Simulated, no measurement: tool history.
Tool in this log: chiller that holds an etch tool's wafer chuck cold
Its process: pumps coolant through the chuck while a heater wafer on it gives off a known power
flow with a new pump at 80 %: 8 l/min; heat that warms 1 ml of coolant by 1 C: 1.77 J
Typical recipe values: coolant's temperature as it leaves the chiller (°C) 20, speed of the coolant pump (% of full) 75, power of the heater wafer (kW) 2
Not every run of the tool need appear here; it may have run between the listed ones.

| run | hour | coolant's temperature as it leaves the chiller (°C) | speed of the coolant pump (% of full) | power of the heater wafer (kW) | chuck's temperature once it has settled (°C) | how much warmer the coolant comes back (C) |
|---|---|---|---|---|---|---|
| 1 | 0 | 20 | 75 | 2 | 41.6 | 9.47 |
| 2 | 69.4 | 20 | 75 | 2 | 41.7 | 9.42 |
| 3 | 148.3 | 20 | 75 | 2 | 41.5 | 9.36 |
| 4 | 228.9 | 20 | 75 | 2 | 41.7 | 9.41 |
| 5 | 315.1 | 20 | 75 | 2 | 41.7 | 9.45 |
| 6 | 369.1 | 20 | 75 | 2 | 41.5 | 9.5 |
| 7 | 451.1 | 20 | 75 | 2 | 41.7 | 9.53 |
| 8 | 500.2 | 20 | 75 | 2 | 41.8 | 9.46 |
| 9 | 568.8 | 20 | 75 | 2 | 41.6 | 9.48 |
| 10 | 648.7 | 20 | 75 | 2 | 41.7 | 9.53 |
| 11 | 730.4 | 20 | 75 | 2 | 41.8 | 9.53 |
| 12 | 806 | 20 | 75 | 2 | 41.8 | 9.5 |
| 13 | 847.8 | 20 | 75 | 2 | 41.8 | 9.49 |
| 14 | 912.2 | 20 | 75 | 2 | 42.1 | 9.55 |
| 15 | 969.1 | 20 | 75 | 2 | 41.9 | 9.47 |
| 16 | 1004.9 | 14 | 75 | 2 | 35.8 | 9.53 |
| 17 | 1054.5 | 24 | 75 | 1.956 | 45.4 | 9.33 |
| 18 | 1117.4 | 26 | 75 | 2.616 | 54.7 | 12.47 |
| 19 | 1177.6 | 26 | 75 | 2.616 | 54.9 | 12.43 |
|  | 1208.3 | chiller's thermometer calibrated |
| 20 | 1229.6 | 26 | 75 | 2.616 | 55.2 | 12.45 |
| 21 | 1286.2 | 13 | 78 | 2.196 | 36.7 | 10.01 |
| 22 | 1333.5 | 15 | 81 | 2.853 | 44.9 | 12.55 |
| 23 | 1412.9 | 15 | 81 | 2.853 | 45 | 12.59 |
| 24 | 1474.4 | 15 | 81 | 2.853 | 45.1 | 12.53 |
| 25 | 1545.8 | 15 | 81 | 2.853 | 45.1 | 12.71 |
| 26 | 1589 | 13 | 81 | 2.853 | 43 | 12.53 |
| 27 | 1627.3 | 12 | 78 | 1.011 | 23 | 4.64 |
| 28 | 1664.7 | 16 | 73 | 2.808 | 48.1 | 13.86 |
| 29 | 1701.2 | 19 | 84 | 2 | 39.5 | 8.44 |
| 30 | 1788.2 | 19 | 84 | 2 | 39.6 | 8.5 |
| 31 | 1851.9 | 19 | 94 | 2 | 37.8 | 7.48 |

What if the next run were any one of these 3? Each begins from the tool's condition after run 31:
| A | 1901.2 | 28 | 88 | 1 | ? | ? |
| B | 1901.2 | 12 | 94 | 2 | ? | ? |
| C | 1901.2 | 19 | 60 | 1.13 | ? | ? |

| run | chuck's temperature once it has settled (°C) | how much warmer the coolant comes back (C) |
|---|---|---|
| A | 37.9 | 4.02 |
| B | 30.7 | 7.43 |
| C | 34.2 | 6.93 |
Without the tool's unlogged condition, the same runs would have read:
| run | chuck's temperature once it has settled (°C) | how much warmer the coolant comes back (C) |
|---|---|---|
| A | 36.7 | 3.82 |
| B | 28.3 | 7.06 |
| C | 32.3 | 6.59 |

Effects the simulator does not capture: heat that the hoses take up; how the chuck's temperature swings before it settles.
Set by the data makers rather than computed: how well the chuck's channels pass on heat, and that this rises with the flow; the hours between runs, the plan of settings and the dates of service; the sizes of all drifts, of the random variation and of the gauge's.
